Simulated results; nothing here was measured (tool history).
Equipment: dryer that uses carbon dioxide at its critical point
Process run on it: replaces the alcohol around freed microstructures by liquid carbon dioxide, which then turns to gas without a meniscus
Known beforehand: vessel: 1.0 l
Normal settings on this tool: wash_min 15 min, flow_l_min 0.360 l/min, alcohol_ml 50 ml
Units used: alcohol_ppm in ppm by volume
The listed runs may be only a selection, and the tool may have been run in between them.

run    hour  wash_min  flow_l_min  alcohol_ml  alcohol_ppm
  1     0.0        15       0.360          50         1112
  2    54.2        15       0.360          50         1202
  3   102.6         9       0.360          50         5169
  4   141.2         9       0.360          50         5296
  5   194.4        15       0.360          94         2279
  6   235.1        15       0.360          94         2369
  7   300.6        15       0.360          94         2422
  8   341.9        15       0.360          94         2493
  9   400.7        11       0.360          50         3596
 10   453.5        15       0.272          50         3437
 11   515.6        15       0.360          40         1199
 12   560.7        15       0.360          50         1497
 13   610.1        15       0.360          50         1584
 14   647.3        15       0.360          50         1558
      659.0  -- inlet filter changed
 15   676.8        15       0.360          50         1016
      715.8  -- purifier's bed changed
 16   717.5        15       0.360          50          892
 17   765.1        15       0.360          50          932
 18   817.9        15       0.360          50          970
 19   854.6        15       0.360          50         1002
 20   911.0        15       0.360          50         1001
 21   973.3        15       0.590          50          111
 22  1031.0        20       0.360          50          329
 23  1065.0        20       0.360          50          328
 24  1104.4        10       0.480          50         1612
 25  1168.9        10       0.480          50         1670
 26  1202.9        15       0.498          42          269
 27  1241.1        15       0.361          42          978
 28  1303.2        15       0.220          23         2490
 29  1367.8        12       0.446          93         2280
 30  1399.2        10       0.291         100        13784
 31  1427.5        16       0.275          50         2635
 32  1490.5        11       0.360          50         3474
 33  1543.9        20       0.538          46          125
 34  1606.3        20       0.538          46          133
 35  1637.6        20       0.538          46          141
 36  1690.7        20       0.538          46          143
 37  1747.5        22       0.244          42         1431
     1757.0  -- inlet filter changed
 38  1777.0        22       0.244          42          930
 39  1812.9        22       0.244          30          736
     1830.7  -- purifier's bed changed
 40  1868.8        22       0.244          30          620
 41  1896.6        19       0.439          50          112
 42  1945.1        19       0.383          50          249
 43  1972.2        13       0.327          98         4534

Here are 5 independent what-if runs from the current tool condition. What would each one return?
  A  2020.2        10       0.415          88            ?
  B  2020.2        13       0.327          39            ?
  C  2020.2        13       0.242          98            ?
  D  2020.2        15       0.439          50            ?
  E  2020.2        13       0.411          37            ?

run  alcohol_ppm
  A         4302
  B         1843
  C        10428
  D          420
  E          766
Without the tool's hidden state the same runs would have given:
run  alcohol_ppm
  A         3875
  B         1646
  C         9668
  D          342
  E          656
